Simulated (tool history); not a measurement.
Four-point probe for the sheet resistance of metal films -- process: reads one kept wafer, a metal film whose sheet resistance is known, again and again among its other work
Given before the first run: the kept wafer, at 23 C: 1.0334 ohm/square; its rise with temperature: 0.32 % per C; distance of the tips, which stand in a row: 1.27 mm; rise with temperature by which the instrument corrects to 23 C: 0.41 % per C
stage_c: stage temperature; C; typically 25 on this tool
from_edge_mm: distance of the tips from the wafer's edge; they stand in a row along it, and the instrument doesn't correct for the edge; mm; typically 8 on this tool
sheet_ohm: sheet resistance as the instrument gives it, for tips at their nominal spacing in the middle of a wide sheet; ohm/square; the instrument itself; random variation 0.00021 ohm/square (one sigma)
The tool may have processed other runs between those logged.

run	hour	stage_c	from_edge_mm	sheet_ohm
1	0.0	25	8	1.038813
2	47.1	25	8	1.038669
3	78.6	25	8	1.038312
4	126.6	25	8	1.038793
5	168.4	25	8	1.038763
6	240.2	25	8	1.038147
7	275.7	25	8	1.038502
8	330.8	25	8	1.037958
9	367.6	25	8	1.037464
10	434.4	23	8	1.039585
11	472.7	25	8	1.037506
12	543.3	25	8	1.037187
13	597.3	25	8	1.037395
14	666.2	25	8	1.036919
15	695.3	26	8	1.035965
16	730.9	26	8	1.036138
17	765.5	26	56	1.022074
18	802.8	23	8	1.038486
19	843.0	23	8	1.038294
20	899.4	25	8	1.036186
21	957.7	25	8	1.036103
22	1006.3	25	8	1.035675
23	1042.6	25	8	1.035722
24	1079.0	32	18	1.018936
25	1139.2	19	8	1.041066
26	1197.7	22	53	1.024421
27	1268.0	22	53	1.024415
28	1328.8	30	16	1.020667
29	1372.2	26	6	1.044481
30	1436.0	34	13	1.018422
31	1490.6	28	5	1.052733
32	1524.6	27	12	1.025312

Run 33 comes next. What will it give?
33	1565.2	27	12	?

Run 33 measured sheet_ohm 1.024955 ohm/square.
Were there no unlogged condition in the tool, this run, its random variation unchanged, would have produced sheet_ohm 1.035842 ohm/square.

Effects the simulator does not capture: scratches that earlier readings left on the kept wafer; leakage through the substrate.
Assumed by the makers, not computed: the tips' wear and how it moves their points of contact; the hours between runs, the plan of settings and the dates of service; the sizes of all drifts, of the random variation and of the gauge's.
